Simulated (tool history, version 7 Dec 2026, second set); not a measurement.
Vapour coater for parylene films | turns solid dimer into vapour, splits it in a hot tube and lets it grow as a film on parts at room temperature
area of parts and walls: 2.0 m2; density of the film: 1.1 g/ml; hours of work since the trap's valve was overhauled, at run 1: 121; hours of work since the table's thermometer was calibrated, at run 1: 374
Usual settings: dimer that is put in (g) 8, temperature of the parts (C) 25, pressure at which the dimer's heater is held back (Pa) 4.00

run     day  dimer that is put in (g)  temperature of the parts (C)  pressure at which the dimer's heater is held back (Pa)  hours of work since the trap's valve was overhauled  hours of work since the table's thermometer was calibrated  thickness of the film (µm)
  1   0.000                         8                            25                                                    4.00                                                  121                                                         374                       2.024
  2   1.688                         8                            25                                                    4.00                                                  151                                                         404                       2.040
  3   3.467                         8                            25                                                   10.01                                                  183                                                         436                       1.807
  4   4.883                         8                            25                                                   10.01                                                  208                                                         462                       1.810
  5   6.758                         8                            25                                                   10.01                                                  242                                                         495                       1.793
  6   8.638                         8                            25                                                    4.03                                                  276                                                         529                       2.028
  7   9.650                         8                            25                                                    4.03                                                  294                                                         547                       2.017
  8  11.479                         8                            25                                                    4.03                                                  326                                                         580                       2.036
  9  13.429                         8                            25                                                    4.02                                                  361                                                         615                       2.035
     14.492  -- trap's valve overhauled
 10  15.042                         8                            25                                                    4.02                                                   10                                                         641                       2.013
 11  16.804                         8                            25                                                    8.07                                                   41                                                         672                       1.884
 12  17.775                         8                            25                                                    4.00                                                   59                                                         689                       2.058
 13  18.675                         8                            25                                                    4.00                                                   75                                                         706                       2.052
 14  20.712                         8                            25                                                    7.79                                                  111                                                         742                       1.888
 15  22.762                         8                            25                                                    7.79                                                  148                                                         779                       1.885
 16  24.621                        11                            25                                                   10.99                                                  181                                                         812                       2.483
 17  25.667                         4                            22                                                    3.96                                                  200                                                         831                       1.083
 18  27.600                         4                            22                                                    3.96                                                  235                                                         865                       1.080
 19  29.517                         6                            25                                                   11.47                                                  269                                                         900                       1.359
 20  31.146                         6                            25                                                   11.47                                                  298                                                         929                       1.351
 21  32.904                         6                            25                                                   11.47                                                  330                                                         961                       1.354
 22  34.412                         6                            25                                                   11.47                                                  357                                                         987                       1.351
     35.842  -- trap's valve overhauled
 23  36.321                         8                            37                                                   10.40                                                    9                                                        1019                       1.473
 24  38.350                         8                            22                                                    6.68                                                   45                                                        1055                       2.067
     38.638  -- table's thermometer calibrated
 25  39.558                         8                            25                                                    4.07                                                   66                                                          17                       2.051
 26  41.354                         8                            25                                                    5.66                                                   98                                                          49                       1.974
 27  42.442                         8                            25                                                    5.66                                                  117                                                          68                       1.991

Some steps in thickness of the film (µm) between neighbouring runs. How much of each would the tool show without its hidden state too (settings, what came in, random variation), and how much is left for the hidden state, with any gauge scatter that isn't in both results?
The hidden state here: vapour lost through the trap's worn valve, %; true temperature of the parts over the reading, C; drift of the gauge itself on film_um, %.
Run 15 -> 16: dimer that is put in (g) 8 -> 11, pressure at which the dimer's heater is held back (Pa) 7.79 -> 10.99. thickness of the film (µm) +0.598: hidden state +0.011, all else +0.587.
Run 16 -> 17: dimer that is put in (g) 11 -> 4, temperature of the parts (C) 25 -> 22, pressure at which the dimer's heater is held back (Pa) 10.99 -> 3.96. thickness of the film (µm) -1.400: hidden state -0.019, all else -1.381.
Run 23 -> 24: temperature of the parts (C) 37 -> 22, pressure at which the dimer's heater is held back (Pa) 10.40 -> 6.68. thickness of the film (µm) +0.594: hidden state +0.014, all else +0.580.

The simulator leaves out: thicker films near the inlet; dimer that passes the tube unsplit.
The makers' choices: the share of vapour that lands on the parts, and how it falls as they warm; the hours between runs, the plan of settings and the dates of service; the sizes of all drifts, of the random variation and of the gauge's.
